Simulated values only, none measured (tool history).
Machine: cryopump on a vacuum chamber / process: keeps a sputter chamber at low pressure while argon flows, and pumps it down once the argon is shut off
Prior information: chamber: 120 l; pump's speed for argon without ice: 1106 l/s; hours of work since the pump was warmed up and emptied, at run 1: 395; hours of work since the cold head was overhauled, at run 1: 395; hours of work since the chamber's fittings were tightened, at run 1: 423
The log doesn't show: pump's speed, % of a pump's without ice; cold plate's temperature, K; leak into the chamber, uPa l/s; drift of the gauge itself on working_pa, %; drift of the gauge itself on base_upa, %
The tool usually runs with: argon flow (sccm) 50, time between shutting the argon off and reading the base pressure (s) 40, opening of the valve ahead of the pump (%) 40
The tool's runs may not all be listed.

run   hour  argon flow (sccm)  time between shutting the argon off and reading the base pressure (s)  opening of the valve ahead of the pump (%)  hours of work since the pump was warmed up and emptied  hours of work since the cold head was overhauled  hours of work since the chamber's fittings were tightened  pressure while argon flows (Pa)  pressure after the wait (uPa)
  1    0.0                 50                                                                     40                                          40                                                     395                                               395                                                        423                           0.1998                           2.04
  2   14.8                 50                                                                     25                                          40                                                     408                                               408                                                        436                           0.2021                           2.94
  3   31.9                 50                                                                     40                                          17                                                     423                                               423                                                        451                           0.4604                           2.01
  4   44.4                 50                                                                     40                                          17                                                     434                                               434                                                        462                           0.4606                           2.11
  5   60.6                 50                                                                     40                                          40                                                     448                                               448                                                        476                           0.2024                           2.07
  6   89.6                 50                                                                     40                                          40                                                     473                                               473                                                        501                           0.2042                           2.08
  7  102.1                 50                                                                    248                                          25                                                     484                                               484                                                        512                           0.3199                           0.94
  8  128.5                 28                                                                     20                                          39                                                     507                                               507                                                        535                           0.1178                           3.58
  9  156.1                 28                                                                     83                                          22                                                     531                                               531                                                        559                           0.2013                           1.42
 10  179.9                 30                                                                    227                                          20                                                     551                                               551                                                        580                           0.2374                           1.00
 11  205.2                 30                                                                    176                                          20                                                     573                                               573                                                        602                           0.2378                           1.14
 12  224.6                 65                                                                     58                                          17                                                     590                                               590                                                        619                           0.6031                           1.80

3 options for the next run, each taken on its own from the tool as it stands now. Forecast them:
  A  248.2                 24                                                                     87                                          19                                                     611                                               611                                                        639                                ?                              ?
  B  248.2                 71                                                                    182                                          44                                                     611                                               611                                                        639                                ?                              ?
  C  248.2                 59                                                                    175                                          50                                                     611                                               611                                                        639                                ?                              ?

run  pressure while argon flows (Pa)  pressure after the wait (uPa)
  A                           0.2005                           1.51
  B                           0.2677                           1.10
  C                           0.1984                           1.19
The same runs, with their run-to-run variation unchanged, on a tool lacking any hidden condition would have given:
run  pressure while argon flows (Pa)  pressure after the wait (uPa)
  A                           0.1929                           0.95
  B                           0.2453                           0.55
  C                           0.1797                           0.63

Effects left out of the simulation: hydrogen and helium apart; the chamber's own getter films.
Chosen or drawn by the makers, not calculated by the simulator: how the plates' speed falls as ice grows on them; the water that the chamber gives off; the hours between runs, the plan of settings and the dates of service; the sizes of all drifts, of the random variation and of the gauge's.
